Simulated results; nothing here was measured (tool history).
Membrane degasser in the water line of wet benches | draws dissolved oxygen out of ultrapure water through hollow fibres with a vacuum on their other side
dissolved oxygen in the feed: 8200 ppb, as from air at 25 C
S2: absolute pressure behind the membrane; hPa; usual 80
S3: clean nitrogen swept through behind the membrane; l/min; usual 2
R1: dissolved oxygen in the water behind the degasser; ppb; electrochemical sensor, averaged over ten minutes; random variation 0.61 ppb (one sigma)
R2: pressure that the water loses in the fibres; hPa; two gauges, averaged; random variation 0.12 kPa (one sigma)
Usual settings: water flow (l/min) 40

Run 1, hour 0: usual settings. Result: R1 215.9 ppb, R2 367.9 hPa.
Run 2, hour 42.9: usual settings. Result: R1 217 ppb, R2 368.8 hPa.
Run 3, hour 80.8: usual settings. Result: R1 218.5 ppb, R2 367.1 hPa.
Run 4, hour 118.5: usual settings. Result: R1 216.7 ppb, R2 364.9 hPa.
Run 5, hour 150.6: usual settings but S2 77.6 hPa. Result: R1 206.9 ppb, R2 366.7 hPa.
Run 6, hour 198.4: usual settings but water flow (l/min) 47. Result: R1 252.4 ppb, R2 431.8 hPa.

Run 7 comes next. What will it give?
At hour 236: seals of the vacuum lines changed.
Run 7, hour 247.5: usual settings but water flow (l/min) 33, S2 72 hPa, S3 0.93 l/min. Result: R1 ?, R2 ?.

Run 7 gave R1 291 ppb, R2 304.1 hPa.
Without the tool's hidden state the same run would have given R1 283.5 ppb, R2 303.4 hPa.
